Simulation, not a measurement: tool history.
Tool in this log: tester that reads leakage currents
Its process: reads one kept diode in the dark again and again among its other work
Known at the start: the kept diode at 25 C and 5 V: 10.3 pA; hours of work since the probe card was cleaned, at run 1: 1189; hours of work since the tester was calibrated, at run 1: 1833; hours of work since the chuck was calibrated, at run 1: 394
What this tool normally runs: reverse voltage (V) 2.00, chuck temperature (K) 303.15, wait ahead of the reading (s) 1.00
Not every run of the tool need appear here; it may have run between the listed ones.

run,hour,reverse voltage (V),chuck temperature (K),wait ahead of the reading (s),hours of work since the probe card was cleaned,hours of work since the tester was calibrated,hours of work since the chuck was calibrated,current that the tester gives (pA)
1,0.0,2.00,303.15,1.00,1189,1833,394,9.87
2,127.6,1.19,303.15,1.00,1275,1919,480,7.33
3,273.5,2.00,303.15,1.00,1374,2017,578,9.89
4,387.2,2.00,300.15,1.00,1450,2094,655,7.56
5,505.1,2.00,300.15,1.00,1530,2174,735,7.61
6,627.1,2.00,300.15,1.00,1612,2256,817,7.59
7,732.4,2.00,300.15,7.61,1684,2327,888,7.35
# hour 811.3: chuck's temperature calibrated
8,811.3,2.00,300.15,7.61,1735,2379,0,7.43
9,939.7,2.00,300.15,7.61,1822,2466,87,7.31
10,1058.5,2.00,303.15,1.00,1902,2546,167,9.83
# hour 1121.0: tester calibrated
11,1121.0,2.00,303.15,1.00,1943,0,208,9.85
12,1201.6,2.00,303.15,1.00,1998,54,262,10.02
13,1288.9,2.00,303.15,1.00,2057,113,321,9.73
14,1374.4,2.00,303.15,1.00,2114,171,379,9.95
15,1456.4,2.00,303.15,1.00,2170,226,434,9.76
16,1535.0,2.00,319.15,1.00,2223,280,487,36.14
17,1631.2,2.00,303.15,1.00,2288,345,552,9.88
18,1712.0,2.00,303.15,1.00,2342,399,607,9.94
19,1824.3,2.00,317.15,1.00,2418,475,683,31.24
20,1931.7,2.00,303.15,0.67,2491,547,755,10.08
21,2041.2,2.00,303.15,0.67,2565,621,829,10.07
22,2128.0,2.74,303.15,1.00,2623,680,888,11.79
# hour 2207.2: chuck's temperature calibrated
23,2261.4,2.00,310.15,4.20,2712,769,37,17.52
24,2391.5,10.04,303.15,1.84,2800,857,125,25.25
25,2512.4,10.04,303.15,1.84,2882,938,206,25.25
26,2575.9,4.58,303.15,1.00,2924,981,249,16.22
27,2692.2,15.34,311.15,2.53,3003,1060,328,62.37
28,2778.5,15.34,311.15,2.53,3061,1118,386,62.06
29,2854.4,4.28,293.15,1.00,3113,1169,437,6.76
# hour 2967.6: probe card cleaned and baked
30,2981.0,4.28,293.15,1.00,9,1253,521,6.74
31,3094.9,14.19,306.15,1.00,86,1330,598,40.76
32,3218.7,2.00,293.15,1.00,170,1413,681,4.13
33,3301.0,2.00,293.15,1.00,225,1469,737,4.23
34,3361.4,1.05,314.15,0.94,266,1510,777,16.79
35,3434.1,15.32,300.15,1.27,315,1559,827,25.85
36,3569.8,2.00,294.15,1.09,407,1650,918,4.46
# hour 3604.3: chuck's temperature calibrated
37,3713.5,9.16,304.15,9.50,502,1746,74,25.20
38,3797.7,9.16,304.15,9.50,559,1803,131,25.21
39,3867.4,9.16,304.15,9.50,606,1850,178,25.19

What if the next run were any one of these 4? Each begins from the tool's condition after run 39:
A,3940.5,1.08,314.15,1.00,656,1899,227,?
B,3940.5,13.74,306.15,4.91,656,1899,227,?
C,3940.5,8.91,331.15,2.43,656,1899,227,?
D,3940.5,1.32,327.15,0.34,656,1899,227,?

run,current that the tester gives (pA)
A,17.14
B,38.19
C,214.20
D,53.23
Stripped of hidden state, with their random variation kept, the same runs would have yielded:
run,current that the tester gives (pA)
A,17.14
B,38.18
C,214.20
D,53.23
